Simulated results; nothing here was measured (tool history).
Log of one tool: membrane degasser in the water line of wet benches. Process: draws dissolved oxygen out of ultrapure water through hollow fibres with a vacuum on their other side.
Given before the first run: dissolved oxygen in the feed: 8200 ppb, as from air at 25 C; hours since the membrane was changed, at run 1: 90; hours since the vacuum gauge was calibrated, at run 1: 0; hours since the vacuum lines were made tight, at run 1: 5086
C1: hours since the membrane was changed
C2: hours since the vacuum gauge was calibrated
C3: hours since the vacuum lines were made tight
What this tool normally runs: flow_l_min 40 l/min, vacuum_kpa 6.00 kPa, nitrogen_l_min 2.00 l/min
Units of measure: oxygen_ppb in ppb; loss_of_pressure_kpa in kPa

run 1 hour=0.0 | flow_l_min=40 vacuum_kpa=6.00 nitrogen_l_min=2.00 | C1=90 C2=0 C3=5086 | oxygen_ppb=128.2 loss_of_pressure_kpa=66.98
run 2 hour=104.3 | flow_l_min=40 vacuum_kpa=6.00 nitrogen_l_min=3.06 | C1=194 C2=104 C3=5190 | oxygen_ppb=88.5 loss_of_pressure_kpa=66.75
run 3 hour=207.0 | flow_l_min=40 vacuum_kpa=6.00 nitrogen_l_min=3.06 | C1=297 C2=207 C3=5293 | oxygen_ppb=88.3 loss_of_pressure_kpa=67.49
run 4 hour=333.3 | flow_l_min=40 vacuum_kpa=6.00 nitrogen_l_min=3.06 | C1=423 C2=333 C3=5419 | oxygen_ppb=88.2 loss_of_pressure_kpa=67.10
run 5 hour=465.1 | flow_l_min=40 vacuum_kpa=6.00 nitrogen_l_min=3.06 | C1=555 C2=465 C3=5551 | oxygen_ppb=89.1 loss_of_pressure_kpa=66.63
run 6 hour=536.5 | flow_l_min=40 vacuum_kpa=6.00 nitrogen_l_min=3.06 | C1=626 C2=536 C3=5622 | oxygen_ppb=88.8 loss_of_pressure_kpa=66.73
run 7 hour=659.7 | flow_l_min=40 vacuum_kpa=6.00 nitrogen_l_min=3.06 | C1=750 C2=660 C3=5746 | oxygen_ppb=86.9 loss_of_pressure_kpa=66.83
run 8 hour=764.4 | flow_l_min=40 vacuum_kpa=4.93 nitrogen_l_min=2.00 | C1=854 C2=764 C3=5850 | oxygen_ppb=81.2 loss_of_pressure_kpa=66.57
run 9 hour=818.1 | flow_l_min=40 vacuum_kpa=13.75 nitrogen_l_min=2.00 | C1=908 C2=818 C3=5904 | oxygen_ppb=450.4 loss_of_pressure_kpa=66.72
run 10 hour=937.7 | flow_l_min=40 vacuum_kpa=13.75 nitrogen_l_min=2.00 | C1=1028 C2=938 C3=6024 | oxygen_ppb=459.6 loss_of_pressure_kpa=66.76
run 11 hour=1003.7 | flow_l_min=40 vacuum_kpa=13.75 nitrogen_l_min=2.00 | C1=1094 C2=1004 C3=6090 | oxygen_ppb=454.5 loss_of_pressure_kpa=67.22
run 12 hour=1125.4 | flow_l_min=40 vacuum_kpa=6.00 nitrogen_l_min=2.00 | C1=1215 C2=1125 C3=6211 | oxygen_ppb=126.9 loss_of_pressure_kpa=67.01
run 13 hour=1241.4 | flow_l_min=40 vacuum_kpa=6.00 nitrogen_l_min=2.00 | C1=1331 C2=1241 C3=6327 | oxygen_ppb=127.8 loss_of_pressure_kpa=67.03
run 14 hour=1329.7 | flow_l_min=40 vacuum_kpa=6.00 nitrogen_l_min=2.00 | C1=1420 C2=1330 C3=6416 | oxygen_ppb=126.7 loss_of_pressure_kpa=66.90
run 15 hour=1448.2 | flow_l_min=40 vacuum_kpa=5.76 nitrogen_l_min=2.00 | C1=1538 C2=1448 C3=6534 | oxygen_ppb=117.4 loss_of_pressure_kpa=67.01
run 16 hour=1541.7 | flow_l_min=40 vacuum_kpa=11.79 nitrogen_l_min=2.00 | C1=1632 C2=1542 C3=6628 | oxygen_ppb=371.9 loss_of_pressure_kpa=66.74
run 17 hour=1596.4 | flow_l_min=40 vacuum_kpa=11.79 nitrogen_l_min=2.00 | C1=1686 C2=1596 C3=6682 | oxygen_ppb=368.0 loss_of_pressure_kpa=66.65
run 18 hour=1672.4 | flow_l_min=40 vacuum_kpa=11.79 nitrogen_l_min=2.00 | C1=1762 C2=1672 C3=6758 | oxygen_ppb=370.3 loss_of_pressure_kpa=66.69
run 19 hour=1728.2 | flow_l_min=40 vacuum_kpa=11.79 nitrogen_l_min=2.00 | C1=1818 C2=1728 C3=6814 | oxygen_ppb=368.8 loss_of_pressure_kpa=66.67
run 20 hour=1823.9 | flow_l_min=40 vacuum_kpa=11.79 nitrogen_l_min=2.00 | C1=1914 C2=1824 C3=6910 | oxygen_ppb=372.7 loss_of_pressure_kpa=67.50
run 21 hour=1893.9 | flow_l_min=34 vacuum_kpa=6.00 nitrogen_l_min=5.49 | C1=1984 C2=1894 C3=6980 | oxygen_ppb=44.4 loss_of_pressure_kpa=57.15
run 22 hour=2025.1 | flow_l_min=34 vacuum_kpa=6.00 nitrogen_l_min=5.49 | C1=2115 C2=2025 C3=7111 | oxygen_ppb=43.5 loss_of_pressure_kpa=57.09
run 23 hour=2123.8 | flow_l_min=34 vacuum_kpa=6.00 nitrogen_l_min=5.49 | C1=2214 C2=2124 C3=7210 | oxygen_ppb=43.8 loss_of_pressure_kpa=56.80
run 24 hour=2216.1 | flow_l_min=34 vacuum_kpa=6.00 nitrogen_l_min=5.49 | C1=2306 C2=2216 C3=7302 | oxygen_ppb=43.8 loss_of_pressure_kpa=56.92
run 25 hour=2327.2 | flow_l_min=38 vacuum_kpa=3.82 nitrogen_l_min=2.08 | C1=2417 C2=2327 C3=7413 | oxygen_ppb=28.8 loss_of_pressure_kpa=63.56
run 26 hour=2406.7 | flow_l_min=38 vacuum_kpa=12.40 nitrogen_l_min=3.37 | C1=2497 C2=2407 C3=7493 | oxygen_ppb=240.2 loss_of_pressure_kpa=63.64
run 27 hour=2482.6 | flow_l_min=38 vacuum_kpa=12.40 nitrogen_l_min=3.37 | C1=2573 C2=2483 C3=7569 | oxygen_ppb=242.9 loss_of_pressure_kpa=63.18
run 28 hour=2604.6 | flow_l_min=39 vacuum_kpa=13.96 nitrogen_l_min=4.94 | C1=2695 C2=2605 C3=7691 | oxygen_ppb=199.3 loss_of_pressure_kpa=65.32
run 29 hour=2720.5 | flow_l_min=25 vacuum_kpa=6.00 nitrogen_l_min=2.00 | C1=2811 C2=2721 C3=7806 | oxygen_ppb=81.1 loss_of_pressure_kpa=41.74
run 30 hour=2845.4 | flow_l_min=25 vacuum_kpa=6.00 nitrogen_l_min=2.00 | C1=2935 C2=2845 C3=7931 | oxygen_ppb=80.4 loss_of_pressure_kpa=41.64
run 31 hour=2925.2 | flow_l_min=36 vacuum_kpa=4.50 nitrogen_l_min=3.73 | C1=3015 C2=2925 C3=8011 | oxygen_ppb=31.8 loss_of_pressure_kpa=60.69
run 32 hour=3009.3 | flow_l_min=32 vacuum_kpa=9.04 nitrogen_l_min=2.30 | C1=3099 C2=3009 C3=8095 | oxygen_ppb=185.3 loss_of_pressure_kpa=53.57

4 ways to go on from here, each from the tool as it stands after run 32. What would each give?
run A hour=3065.8 | flow_l_min=32 vacuum_kpa=8.17 nitrogen_l_min=2.30 | C1=3156 C2=3066 C3=8152 | oxygen_ppb=? loss_of_pressure_kpa=?
run B hour=3065.8 | flow_l_min=40 vacuum_kpa=6.70 nitrogen_l_min=0.86 | C1=3156 C2=3066 C3=8152 | oxygen_ppb=? loss_of_pressure_kpa=?
run C hour=3065.8 | flow_l_min=40 vacuum_kpa=10.90 nitrogen_l_min=1.52 | C1=3156 C2=3066 C3=8152 | oxygen_ppb=? loss_of_pressure_kpa=?
run D hour=3065.8 | flow_l_min=25 vacuum_kpa=7.32 nitrogen_l_min=4.12 | C1=3156 C2=3066 C3=8152 | oxygen_ppb=? loss_of_pressure_kpa=?

run=A oxygen_ppb=159.9 loss_of_pressure_kpa=53.24
run=B oxygen_ppb=307.0 loss_of_pressure_kpa=66.66
run=C oxygen_ppb=417.4 loss_of_pressure_kpa=66.93
run=D oxygen_ppb=59.5 loss_of_pressure_kpa=41.84
What these runs would have given with no unlogged condition in the tool:
run=A oxygen_ppb=159.9 loss_of_pressure_kpa=53.22
run=B oxygen_ppb=307.0 loss_of_pressure_kpa=66.64
run=C oxygen_ppb=417.3 loss_of_pressure_kpa=66.91
run=D oxygen_ppb=59.5 loss_of_pressure_kpa=41.82

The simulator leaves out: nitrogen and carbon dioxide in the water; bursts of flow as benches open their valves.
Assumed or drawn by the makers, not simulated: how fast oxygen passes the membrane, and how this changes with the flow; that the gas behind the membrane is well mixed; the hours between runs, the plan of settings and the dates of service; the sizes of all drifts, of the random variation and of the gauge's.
